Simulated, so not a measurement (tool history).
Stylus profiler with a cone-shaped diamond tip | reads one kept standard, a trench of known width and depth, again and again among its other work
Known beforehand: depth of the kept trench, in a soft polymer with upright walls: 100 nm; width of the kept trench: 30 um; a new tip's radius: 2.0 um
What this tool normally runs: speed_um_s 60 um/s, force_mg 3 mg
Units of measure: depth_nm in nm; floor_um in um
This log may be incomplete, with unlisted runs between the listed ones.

Run 1, hour 0: usual settings. Result: depth_nm 102.28 nm, floor_um 28.05 um.
Run 2, hour 14.2: usual settings. Result: depth_nm 102.2 nm, floor_um 28.05 um.
Run 3, hour 39.3: usual settings. Result: depth_nm 102.18 nm, floor_um 28.05 um.
Run 4, hour 53.7: usual settings but speed_um_s 143 um/s. Result: depth_nm 102.16 nm, floor_um 27.58 um.
Run 5, hour 75.5: usual settings but speed_um_s 143 um/s. Result: depth_nm 102.17 nm, floor_um 27.6 um.
Run 6, hour 108.1: usual settings but speed_um_s 22 um/s. Result: depth_nm 102.19 nm, floor_um 28.23 um.
Run 7, hour 137.9: usual settings but speed_um_s 18 um/s, force_mg 2.74 mg. Result: depth_nm 102.1 nm, floor_um 28.27 um.
Run 8, hour 164.5: usual settings but speed_um_s 39 um/s, force_mg 2.74 mg. Result: depth_nm 102.1 nm, floor_um 28.16 um.
Run 9, hour 181.5: usual settings but speed_um_s 39 um/s, force_mg 2.74 mg. Result: depth_nm 102.01 nm, floor_um 28.17 um.
Run 10, hour 201.6: usual settings but speed_um_s 203 um/s, force_mg 1.73 mg. Result: depth_nm 101.55 nm, floor_um 26.83 um.

4 ways to go on from here, each from the tool as it stands after run 10. What would each give?
Run A, hour 220.5: usual settings but speed_um_s 22 um/s, force_mg 1.73 mg. Result: depth_nm ?, floor_um ?.
Run B, hour 220.5: usual settings but speed_um_s 48 um/s, force_mg 5.55 mg. Result: depth_nm ?, floor_um ?.
Run C, hour 220.5: usual settings but speed_um_s 51 um/s, force_mg 1.23 mg. Result: depth_nm ?, floor_um ?.
Run D, hour 220.5: usual settings but speed_um_s 21 um/s, force_mg 3.36 mg. Result: depth_nm ?, floor_um ?.

run  depth_nm  floor_um
  A    101.59     28.18
  B     103.2     28.15
  C    101.33      27.9
  D    102.36     28.25
With no hidden state in the tool, these same runs would have given:
run  depth_nm  floor_um
  A    101.39     28.57
  B       103     28.53
  C    101.13     28.28
  D    102.16     28.63

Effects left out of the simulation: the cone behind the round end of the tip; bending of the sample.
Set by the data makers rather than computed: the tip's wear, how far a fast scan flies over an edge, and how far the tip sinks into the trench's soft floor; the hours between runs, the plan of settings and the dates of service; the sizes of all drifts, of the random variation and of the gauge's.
